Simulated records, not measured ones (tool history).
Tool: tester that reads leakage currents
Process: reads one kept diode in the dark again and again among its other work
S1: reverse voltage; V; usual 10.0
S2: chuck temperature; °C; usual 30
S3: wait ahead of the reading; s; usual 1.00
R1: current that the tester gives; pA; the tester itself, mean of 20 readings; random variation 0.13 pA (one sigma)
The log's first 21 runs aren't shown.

run	hour	S1	S2	S3	R1
22	902.2	6.2	23	2.28	21.81
23	948.2	3.3	49	1.00	105.50
24	990.9	3.3	49	1.00	105.79
25	1040.3	10.1	48	0.81	184.87
26	1065.1	10.1	48	0.81	185.38
27	1094.3	10.1	48	0.81	185.41
28	1122.6	10.1	48	0.81	185.21
29	1177.5	4.3	30	1.00	28.77
30	1214.7	10.0	20	3.07	27.44
31	1239.5	10.0	20	3.07	27.40
32	1284.5	4.3	29	1.00	26.91
33	1325.1	4.9	51	6.27	151.80
34	1375.1	1.6	21	0.59	8.27
35	1411.4	14.5	30	0.75	66.60
36	1472.5	14.9	59	2.95	516.14
37	1505.8	14.9	59	2.95	515.40
38	1532.4	5.5	20	1.00	18.62
39	1583.0	2.0	27	1.00	14.42

4 ways to go on from here, each from the tool as it stands after run 39. What would each give?
A	1614.6	1.5	25	0.76	?
B	1614.6	10.0	30	2.01	?
C	1614.6	2.0	30	1.00	?
D	1614.6	2.0	27	4.68	?

run	R1
A	10.47
B	51.21
C	18.18
D	14.32
Without the tool's hidden state the same runs would have given:
run	R1
A	8.92
B	39.29
C	16.41
D	12.29
